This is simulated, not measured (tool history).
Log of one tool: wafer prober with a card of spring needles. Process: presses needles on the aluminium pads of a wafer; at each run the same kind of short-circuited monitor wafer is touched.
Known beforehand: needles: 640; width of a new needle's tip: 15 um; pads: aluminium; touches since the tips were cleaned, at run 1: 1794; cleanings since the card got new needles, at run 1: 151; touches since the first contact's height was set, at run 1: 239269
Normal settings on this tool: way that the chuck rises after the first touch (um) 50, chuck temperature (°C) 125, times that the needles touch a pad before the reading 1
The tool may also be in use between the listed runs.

run	hour	way that the chuck rises after the first touch (um)	chuck temperature (°C)	times that the needles touch a pad before the reading	touches since the tips were cleaned	cleanings since the card got new needles	touches since the first contact's height was set	resistance of one needle with its contact and lead (mohm)	way that a needle slides on the pad (um)
1	0	50	125	1	1794	151	239269	274	9.72
# hour 6.7: tips cleaned on abrasive film
# hour 7: height of the first contact set anew
# hour 20.4: tips cleaned on abrasive film
# hour 36.8: tips cleaned on abrasive film
# hour 53: tips cleaned on abrasive film
2	58.9	50	125	1	1192	155	10406	268	9.72
# hour 68.9: tips cleaned on abrasive film
# hour 80.9: card fitted with new needles
# hour 94.3: tips cleaned on abrasive film
3	105.4	50	125	1	2246	1	4930	273	9.48
# hour 108.9: tips cleaned on abrasive film
# hour 125.2: tips cleaned on abrasive film
# hour 141.9: tips cleaned on abrasive film
4	154.2	50	125	1	2472	4	14709	273	9.73
# hour 157.3: tips cleaned on abrasive film
# hour 174: tips cleaned on abrasive film
# hour 190.7: tips cleaned on abrasive film
# hour 207.2: tips cleaned on abrasive film
# hour 223.1: tips cleaned on abrasive film
5	223.1	50	125	1	0	9	28519	271	9.73
# hour 236.5: tips cleaned on abrasive film
# hour 252.8: tips cleaned on abrasive film
# hour 268.9: tips cleaned on abrasive film
6	271.3	31	125	1	484	12	38198	289	6.05

Estimate the outcome of run 7 from the log above:
# hour 284.7: tips cleaned on abrasive film
# hour 301.4: tips cleaned on abrasive film
7	309.4	36	125	1	1625	14	45853	?	?

{"run 7": {"resistance of one needle with its contact and lead (mohm)": 280, "way that a needle slides on the pad (um)": 6.96}}
Without the tool's hidden state the same run would have given resistance of one needle with its contact and lead (mohm) 280, way that a needle slides on the pad (um) 6.96.
